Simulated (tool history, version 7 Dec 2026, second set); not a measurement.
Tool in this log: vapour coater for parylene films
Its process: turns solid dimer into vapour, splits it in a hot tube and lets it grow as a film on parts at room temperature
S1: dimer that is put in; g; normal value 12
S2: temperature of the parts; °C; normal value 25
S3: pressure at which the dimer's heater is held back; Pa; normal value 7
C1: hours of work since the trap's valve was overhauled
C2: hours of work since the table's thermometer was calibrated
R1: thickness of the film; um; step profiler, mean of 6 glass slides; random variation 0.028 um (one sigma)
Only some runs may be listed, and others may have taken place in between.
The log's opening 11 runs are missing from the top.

run   hour  S1  S2    S3   C1   C2     R1
 12  260.9  12  25     7  180  505   8.81
 13  289.2  12  25     7  199  525   8.82
 14    312  12  25     7  215  540    8.8
 15  331.9  12  25     7  228  553   8.78
 16  348.2  12  27     7  239  565   7.96
 17  367.6  12  37     7  252  578   4.88
 18  387.9  12  26     7  266  592   8.35
 19  404.4  12  26     7  277  603   8.33
 20  423.1  14  20     7  290  615  13.07
 21  436.7  14  20     7  299  625  13.03
 22  454.3  14  20  2.54  311  637  14.93
 23  480.6  12  20  8.44  329  654   10.7
 24  507.4   7  22     7  347  673   5.87
 25  525.1  21  19  2.25  359  685  22.39
 26  551.7  18  25  5.13  377  703  14.01
 27  575.5  10  20  9.05  394  719   8.71
 28  603.5  10  37   3.8  412  738   4.63
 29  627.3  12  25  2.84  429  754  10.52
 30  647.3  12  25  2.84  442  768  10.55
 31  666.9  12  25  2.84  456  781  10.49
 32  683.9  19  25     7  467  792  13.58

Run 33 comes next. What will it give?
 33  699.4  15  21  2.51  478  803   ?

{"run 33": {"R1": 15.71}}
With the hidden condition absent and the run-to-run variation left alone, this run would have shown R1 16.68 um.

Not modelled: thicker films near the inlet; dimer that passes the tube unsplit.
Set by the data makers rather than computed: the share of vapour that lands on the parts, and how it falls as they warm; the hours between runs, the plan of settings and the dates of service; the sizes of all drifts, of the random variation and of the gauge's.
